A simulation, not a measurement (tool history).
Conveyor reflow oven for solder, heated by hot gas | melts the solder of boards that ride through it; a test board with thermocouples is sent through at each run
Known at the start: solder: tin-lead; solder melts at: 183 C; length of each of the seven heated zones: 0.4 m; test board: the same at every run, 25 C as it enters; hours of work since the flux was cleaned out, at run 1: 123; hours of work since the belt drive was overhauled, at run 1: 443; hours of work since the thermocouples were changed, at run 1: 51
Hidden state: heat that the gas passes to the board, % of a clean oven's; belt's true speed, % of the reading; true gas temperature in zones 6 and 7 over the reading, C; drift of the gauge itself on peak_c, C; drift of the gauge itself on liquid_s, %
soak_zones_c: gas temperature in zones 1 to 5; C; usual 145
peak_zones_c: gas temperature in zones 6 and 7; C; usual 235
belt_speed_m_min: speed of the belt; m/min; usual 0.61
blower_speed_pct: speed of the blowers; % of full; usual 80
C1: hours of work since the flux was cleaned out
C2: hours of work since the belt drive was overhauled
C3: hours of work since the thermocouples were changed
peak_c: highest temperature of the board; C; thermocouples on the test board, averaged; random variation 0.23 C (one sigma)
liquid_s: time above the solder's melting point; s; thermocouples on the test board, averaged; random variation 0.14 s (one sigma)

Run 1, hour 0: usual settings; C1 123; C2 443; C3 51. Result: peak_c 221.1 C, liquid_s 64.9 s.
Run 2, hour 14.9: usual settings; C1 134; C2 453; C3 62. Result: peak_c 221 C, liquid_s 65.2 s.
Run 3, hour 27.4: usual settings; C1 142; C2 462; C3 71. Result: peak_c 221 C, liquid_s 64.7 s.
Run 4, hour 45.6: usual settings; C1 155; C2 475; C3 84. Result: peak_c 221.4 C, liquid_s 65 s.
Run 5, hour 63.1: usual settings; C1 168; C2 488; C3 96. Result: peak_c 221 C, liquid_s 64.8 s.
At hour 73.7: flux residue cleaned out of gas plates and filters.
Run 6, hour 81.7: usual settings; C1 6; C2 497; C3 106. Result: peak_c 221.4 C, liquid_s 65.8 s.
Run 7, hour 90.5: usual settings but blower_speed_pct 89 % of full; C1 12; C2 504; C3 112. Result: peak_c 223.2 C, liquid_s 66.7 s.
Run 8, hour 104.6: usual settings but blower_speed_pct 89 % of full; C1 22; C2 514; C3 122. Result: peak_c 223.5 C, liquid_s 67 s.
Run 9, hour 117: usual settings; C1 31; C2 522; C3 131. Result: peak_c 221.2 C, liquid_s 65.8 s.
Run 10, hour 135.7: usual settings; C1 44; C2 536; C3 144. Result: peak_c 221.6 C, liquid_s 65.6 s.
Run 11, hour 150.2: usual settings but blower_speed_pct 81 % of full; C1 55; C2 546; C3 155. Result: peak_c 221.8 C, liquid_s 65.5 s.
Run 12, hour 160.1: usual settings but blower_speed_pct 81 % of full; C1 62; C2 553; C3 162. Result: peak_c 221.6 C, liquid_s 65.7 s.
Run 13, hour 175.3: usual settings but blower_speed_pct 81 % of full; C1 72; C2 564; C3 173. Result: peak_c 221.3 C, liquid_s 65.6 s.
Run 14, hour 186.2: usual settings but blower_speed_pct 81 % of full; C1 80; C2 572; C3 180. Result: peak_c 221.7 C, liquid_s 65.6 s.
Run 15, hour 194.4: usual settings but soak_zones_c 139 C; C1 86; C2 578; C3 186. Result: peak_c 220.3 C, liquid_s 62.1 s.
Run 16, hour 211.7: usual settings but soak_zones_c 139 C; C1 98; C2 590; C3 199. Result: peak_c 220.5 C, liquid_s 62.4 s.
Run 17, hour 221.5: usual settings but soak_zones_c 147 C, peak_zones_c 236 C, belt_speed_m_min 0.673 m/min, blower_speed_pct 66 % of full; C1 105; C2 597; C3 205. Result: peak_c 215.5 C, liquid_s 55 s.
Run 18, hour 240.3: usual settings but soak_zones_c 147 C, peak_zones_c 236 C, belt_speed_m_min 0.673 m/min, blower_speed_pct 66 % of full; C1 119; C2 610; C3 219. Result: peak_c 216.1 C, liquid_s 54.9 s.
Run 19, hour 253.9: usual settings but soak_zones_c 147 C, peak_zones_c 236 C, belt_speed_m_min 0.673 m/min, blower_speed_pct 66 % of full; C1 128; C2 620; C3 229. Result: peak_c 215.4 C, liquid_s 55 s.
Run 20, hour 266: usual settings but soak_zones_c 151 C, blower_speed_pct 52 % of full; C1 137; C2 629; C3 237. Result: peak_c 213.9 C, liquid_s 61 s.
Run 21, hour 280.9: usual settings but soak_zones_c 152 C, blower_speed_pct 52 % of full; C1 148; C2 639; C3 248. Result: peak_c 214 C, liquid_s 61.3 s.
Run 22, hour 292: usual settings but soak_zones_c 142 C, peak_zones_c 238 C, belt_speed_m_min 0.553 m/min, blower_speed_pct 73 % of full; C1 156; C2 647; C3 256. Result: peak_c 224.5 C, liquid_s 73.4 s.
Run 23, hour 310.3: usual settings but soak_zones_c 142 C, peak_zones_c 238 C, belt_speed_m_min 0.553 m/min, blower_speed_pct 73 % of full; C1 169; C2 660; C3 269. Result: peak_c 224.4 C, liquid_s 73.3 s.
At hour 320.5: flux residue cleaned out of gas plates and filters.
Run 24, hour 332.6: usual settings but blower_speed_pct 89 % of full; C1 9; C2 673; C3 281. Result: peak_c 223.5 C, liquid_s 67 s.
Run 25, hour 341.5: usual settings but soak_zones_c 144 C, peak_zones_c 240 C, blower_speed_pct 52 % of full; C1 15; C2 679; C3 287. Result: peak_c 216.9 C, liquid_s 60.2 s.
Run 26, hour 350.2: usual settings but soak_zones_c 144 C, peak_zones_c 240 C, blower_speed_pct 52 % of full; C1 21; C2 685; C3 294. Result: peak_c 216.5 C, liquid_s 60 s.
Run 27, hour 365.8: usual settings but soak_zones_c 144 C, peak_zones_c 240 C, blower_speed_pct 52 % of full; C1 32; C2 696; C3 305. Result: peak_c 216.4 C, liquid_s 60 s.
Run 28, hour 384.5: usual settings but soak_zones_c 144 C, peak_zones_c 240 C, belt_speed_m_min 0.67 m/min, blower_speed_pct 87 % of full; C1 46; C2 710; C3 318. Result: peak_c 224.1 C, liquid_s 60.6 s.
Run 29, hour 398.1: usual settings but soak_zones_c 141 C; C1 55; C2 719; C3 328. Result: peak_c 220.5 C, liquid_s 63.6 s.
Run 30, hour 406.8: usual settings but soak_zones_c 141 C, peak_zones_c 243 C, belt_speed_m_min 0.664 m/min; C1 62; C2 725; C3 334. Result: peak_c 224.7 C, liquid_s 60.3 s.
Run 31, hour 418.8: usual settings but soak_zones_c 141 C, peak_zones_c 243 C, belt_speed_m_min 0.521 m/min; C1 70; C2 734; C3 343. Result: peak_c 231.6 C, liquid_s 82.7 s.

Hidden state or all else? Some run-to-run changes of peak_c, split into what the settings, what came in and random variation would give without the hidden state, and what is left for the hidden state (with any gauge scatter that isn't in both results):
Run 5 -> 6: flux residue cleaned out of gas plates and filters. peak_c +0.4 C: hidden state +0.8, all else -0.4.
Run 12 -> 13: no setting changed, nothing entered. peak_c -0.3 C: hidden state -0.2, all else -0.1.
Run 21 -> 22: soak_zones_c 152 -> 142, peak_zones_c 235 -> 238, belt_speed_m_min 0.61 -> 0.553, blower_speed_pct 52 -> 73. peak_c +10.5 C: hidden state -0.2, all else +10.7.
Run 23 -> 24: soak_zones_c 142 -> 145, peak_zones_c 238 -> 235, belt_speed_m_min 0.553 -> 0.61, blower_speed_pct 73 -> 89, flux residue cleaned out of gas plates and filters. peak_c -0.9 C: hidden state +0.4, all else -1.3.
Run 27 -> 28: belt_speed_m_min 0.61 -> 0.67, blower_speed_pct 52 -> 87. peak_c +7.7 C: hidden state -0.2, all else +7.9.
Run 30 -> 31: belt_speed_m_min 0.664 -> 0.521. peak_c +6.9 C: hidden state -0.1, all else +7.
